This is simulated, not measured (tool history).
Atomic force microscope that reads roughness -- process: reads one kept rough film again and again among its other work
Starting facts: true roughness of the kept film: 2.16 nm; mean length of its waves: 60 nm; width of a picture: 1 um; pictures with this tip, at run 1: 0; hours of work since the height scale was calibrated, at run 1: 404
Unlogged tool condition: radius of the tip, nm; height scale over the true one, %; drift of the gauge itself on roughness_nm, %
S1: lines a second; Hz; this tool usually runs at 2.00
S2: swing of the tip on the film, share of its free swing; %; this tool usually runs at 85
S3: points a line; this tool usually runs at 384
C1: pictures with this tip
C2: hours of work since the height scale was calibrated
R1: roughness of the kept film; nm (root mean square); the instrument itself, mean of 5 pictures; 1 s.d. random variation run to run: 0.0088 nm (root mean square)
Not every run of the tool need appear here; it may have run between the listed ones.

run,hour,S1,S2,S3,C1,C2,R1
1,0.0,2.00,85,384,0,404,1.957
2,22.2,2.00,85,384,61,422,1.929
3,35.7,2.00,85,384,98,432,1.919
4,56.8,2.00,85,384,156,449,1.904
5,74.8,2.00,85,384,206,464,1.883
6,87.4,2.00,85,384,240,474,1.863
7,103.9,2.00,85,384,286,487,1.864
8,115.1,2.00,85,279,316,496,1.828
# hour 121.7: new tip fitted
9,135.0,2.00,85,279,36,511,1.918
10,151.6,2.00,85,279,82,524,1.902
11,165.5,2.00,85,279,120,536,1.894
12,181.8,2.00,85,279,165,548,1.900
13,202.6,2.00,85,279,222,565,1.877
14,219.1,2.00,85,279,267,578,1.860
15,238.9,2.11,58,261,322,594,1.935
# hour 242.9: new tip fitted
16,255.0,2.11,58,739,34,606,2.055
17,276.2,2.00,86,429,92,623,1.900
18,298.3,0.63,61,779,152,641,2.031
19,311.8,0.63,61,779,189,652,2.019
20,327.5,1.27,81,384,232,664,1.937
21,348.9,2.95,69,465,291,681,1.915
# hour 365.6: new tip fitted
22,367.0,3.99,89,384,3,695,1.744
23,385.5,0.63,89,752,54,710,2.009
24,401.0,0.85,89,752,97,722,1.969
25,418.6,1.19,75,438,145,736,1.966
26,434.1,0.69,67,268,188,749,1.992
27,453.5,0.99,67,417,241,764,1.968
28,468.5,1.16,60,626,282,776,1.974

What would each run have given without the hidden state, its run-to-run variation left as it was?
run,R1
1,1.972
2,1.963
3,1.966
4,1.970
5,1.966
6,1.956
7,1.972
8,1.944
9,1.951
10,1.949
11,1.954
12,1.975
13,1.969
14,1.966
15,2.065
16,2.091
17,1.953
18,2.109
19,2.110
20,2.041
21,2.037
22,1.769
23,2.057
24,2.030
25,2.043
26,2.087
27,2.080
28,2.101

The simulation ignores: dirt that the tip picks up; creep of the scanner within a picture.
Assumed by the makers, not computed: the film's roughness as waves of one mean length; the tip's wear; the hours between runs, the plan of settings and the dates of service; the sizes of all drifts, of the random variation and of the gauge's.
